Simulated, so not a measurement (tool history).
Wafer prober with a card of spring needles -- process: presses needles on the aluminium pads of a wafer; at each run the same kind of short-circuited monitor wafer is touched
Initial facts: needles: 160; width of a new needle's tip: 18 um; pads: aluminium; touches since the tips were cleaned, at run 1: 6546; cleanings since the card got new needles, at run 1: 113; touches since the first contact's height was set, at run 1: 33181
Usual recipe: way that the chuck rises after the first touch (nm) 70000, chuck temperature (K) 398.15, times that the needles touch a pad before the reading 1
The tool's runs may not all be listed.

| run | hour | way that the chuck rises after the first touch (nm) | chuck temperature (K) | times that the needles touch a pad before the reading | touches since the tips were cleaned | cleanings since the card got new needles | touches since the first contact's height was set | resistance of one needle with its contact and lead (mohm) | way that a needle slides on the pad (nm) |
|---|---|---|---|---|---|---|---|---|---|
| 1 | 0.0 | 70000 | 398.15 | 1 | 6546 | 113 | 33181 | 211 | 16780 |
|  | 3.9 | tips cleaned on abrasive film |
|  | 21.7 | tips cleaned on abrasive film |
| 2 | 32.7 | 70000 | 398.15 | 1 | 4844 | 115 | 47420 | 196 | 16750 |
|  | 38.3 | tips cleaned on abrasive film |
|  | 55.5 | tips cleaned on abrasive film |
|  | 71.6 | tips cleaned on abrasive film |
| 3 | 75.2 | 70000 | 301.15 | 1 | 1564 | 118 | 65896 | 176 | 16720 |
|  | 88.7 | tips cleaned on abrasive film |
|  | 105.7 | tips cleaned on abrasive film |
|  | 109.8 | height of the first contact set anew |
| 4 | 110.8 | 70000 | 346.15 | 1 | 2087 | 120 | 422 | 180 | 16850 |
|  | 124.1 | tips cleaned on abrasive film |
| 5 | 137.1 | 70000 | 398.15 | 1 | 5690 | 121 | 11923 | 205 | 16830 |
|  | 141.0 | tips cleaned on abrasive film |
|  | 158.1 | tips cleaned on abrasive film |
|  | 175.3 | tips cleaned on abrasive film |
|  | 192.3 | tips cleaned on abrasive film |
| 6 | 192.3 | 70000 | 398.15 | 1 | 0 | 125 | 35933 | 159 | 16800 |
|  | 208.8 | tips cleaned on abrasive film |
| 7 | 216.4 | 70000 | 398.15 | 1 | 3342 | 126 | 46432 | 195 | 16770 |
|  | 224.1 | tips cleaned on abrasive film |
|  | 241.7 | tips cleaned on abrasive film |
|  | 259.5 | tips cleaned on abrasive film |
| 8 | 259.8 | 70000 | 303.15 | 1 | 125 | 129 | 65292 | 145 | 16720 |
|  | 276.0 | tips cleaned on abrasive film |
| 9 | 287.7 | 70000 | 303.15 | 1 | 5129 | 130 | 77454 | 201 | 16710 |
|  | 291.6 | tips cleaned on abrasive film |
|  | 295.7 | height of the first contact set anew |
|  | 310.2 | tips cleaned on abrasive film |
|  | 327.3 | tips cleaned on abrasive film |
| 10 | 339.8 | 70000 | 303.15 | 1 | 5462 | 133 | 19216 | 198 | 16800 |
|  | 343.7 | tips cleaned on abrasive film |
|  | 361.4 | tips cleaned on abrasive film |
|  | 380.1 | tips cleaned on abrasive film |
| 11 | 390.5 | 70000 | 328.15 | 1 | 4535 | 136 | 41280 | 198 | 16750 |
|  | 396.6 | tips cleaned on abrasive film |
|  | 413.8 | tips cleaned on abrasive film |
|  | 430.4 | tips cleaned on abrasive film |
| 12 | 430.4 | 70000 | 326.15 | 1 | 27 | 139 | 58662 | 148 | 16720 |
|  | 447.9 | tips cleaned on abrasive film |
|  | 465.6 | tips cleaned on abrasive film |
| 13 | 475.6 | 70000 | 326.15 | 1 | 4360 | 141 | 78348 | 196 | 16690 |
|  | 481.9 | tips cleaned on abrasive film |
|  | 482.2 | height of the first contact set anew |
|  | 497.9 | tips cleaned on abrasive film |
| 14 | 507.4 | 70000 | 398.15 | 2 | 4181 | 143 | 10972 | 179 | 16820 |
|  | 513.7 | tips cleaned on abrasive film |
|  | 530.4 | tips cleaned on abrasive film |
|  | 548.7 | tips cleaned on abrasive film |
| 15 | 561.0 | 70000 | 398.15 | 2 | 5396 | 146 | 34310 | 183 | 16790 |
|  | 567.4 | tips cleaned on abrasive film |
|  | 584.2 | tips cleaned on abrasive film |
| 16 | 594.3 | 64000 | 326.15 | 1 | 4421 | 148 | 48817 | 207 | 15300 |
|  | 601.5 | tips cleaned on abrasive film |
|  | 617.7 | tips cleaned on abrasive film |
|  | 633.0 | tips cleaned on abrasive film |
| 17 | 645.9 | 63000 | 305.15 | 1 | 5634 | 151 | 71259 | 210 | 15030 |
|  | 648.6 | tips cleaned on abrasive film |
|  | 667.6 | tips cleaned on abrasive film |
|  | 667.9 | height of the first contact set anew |
| 18 | 678.1 | 63000 | 305.15 | 1 | 4449 | 153 | 4449 | 210 | 15150 |
|  | 685.8 | tips cleaned on abrasive film |
|  | 703.9 | tips cleaned on abrasive film |
| 19 | 716.8 | 70000 | 358.15 | 3 | 5641 | 155 | 21319 | 166 | 16810 |
|  | 720.7 | tips cleaned on abrasive film |
|  | 737.1 | tips cleaned on abrasive film |
|  | 754.2 | tips cleaned on abrasive film |
| 20 | 763.9 | 59000 | 329.15 | 3 | 4268 | 158 | 41834 | 172 | 14110 |
|  | 769.9 | tips cleaned on abrasive film |
|  | 786.4 | tips cleaned on abrasive film |
|  | 802.8 | tips cleaned on abrasive film |
| 21 | 809.9 | 74000 | 348.15 | 1 | 3103 | 161 | 61816 | 186 | 17670 |
|  | 821.0 | tips cleaned on abrasive film |
|  | 839.9 | tips cleaned on abrasive film |
| 22 | 840.5 | 80000 | 362.15 | 3 | 274 | 163 | 75151 | 149 | 19100 |
|  | 854.3 | height of the first contact set anew |
|  | 857.0 | tips cleaned on abrasive film |
| 23 | 865.7 | 86000 | 398.15 | 1 | 3808 | 164 | 4952 | 181 | 20660 |
|  | 873.0 | tips cleaned on abrasive film |
|  | 890.0 | tips cleaned on abrasive film |
|  | 907.9 | tips cleaned on abrasive film |
| 24 | 917.4 | 51000 | 356.15 | 1 | 4163 | 167 | 27446 | 240 | 12210 |
|  | 924.8 | tips cleaned on abrasive film |
|  | 941.0 | tips cleaned on abrasive film |
|  | 960.0 | tips cleaned on abrasive film |
| 25 | 967.4 | 71000 | 356.15 | 2 | 3265 | 170 | 49223 | 176 | 16980 |
|  | 977.8 | tips cleaned on abrasive film |
|  | 995.4 | tips cleaned on abrasive film |
|  | 1011.7 | tips cleaned on abrasive film |
| 26 | 1011.7 | 73000 | 398.15 | 3 | 0 | 173 | 68483 | 152 | 17420 |
|  | 1028.6 | tips cleaned on abrasive film |
| 27 | 1038.9 | 52000 | 340.15 | 2 | 4518 | 174 | 80341 | 206 | 12370 |
|  | 1043.0 | height of the first contact set anew |
|  | 1045.7 | tips cleaned on abrasive film |
|  | 1063.3 | tips cleaned on abrasive film |
| 28 | 1067.6 | 52000 | 340.15 | 2 | 1859 | 176 | 10677 | 179 | 12480 |

What if the next run were any one of these 3? Each begins from the tool's condition after run 28:
|  | 1082.3 | tips cleaned on abrasive film |
|  | 1097.9 | tips cleaned on abrasive film |
| A | 1097.9 | 77000 | 299.15 | 2 | 0 | 178 | 23864 | ? | ? |
|  | 1082.3 | tips cleaned on abrasive film |
|  | 1097.9 | tips cleaned on abrasive film |
| B | 1097.9 | 78000 | 398.15 | 1 | 0 | 178 | 23864 | ? | ? |
|  | 1082.3 | tips cleaned on abrasive film |
|  | 1097.9 | tips cleaned on abrasive film |
| C | 1097.9 | 89000 | 340.15 | 1 | 0 | 178 | 23864 | ? | ? |

| run | resistance of one needle with its contact and lead (mohm) | way that a needle slides on the pad (nm) |
|---|---|---|
| A | 137 | 18460 |
| B | 154 | 18720 |
| C | 141 | 21340 |
Without the tool's hidden state the same runs would have given:
| run | resistance of one needle with its contact and lead (mohm) | way that a needle slides on the pad (nm) |
|---|---|---|
| A | 134 | 18510 |
| B | 150 | 18770 |
| C | 138 | 21400 |

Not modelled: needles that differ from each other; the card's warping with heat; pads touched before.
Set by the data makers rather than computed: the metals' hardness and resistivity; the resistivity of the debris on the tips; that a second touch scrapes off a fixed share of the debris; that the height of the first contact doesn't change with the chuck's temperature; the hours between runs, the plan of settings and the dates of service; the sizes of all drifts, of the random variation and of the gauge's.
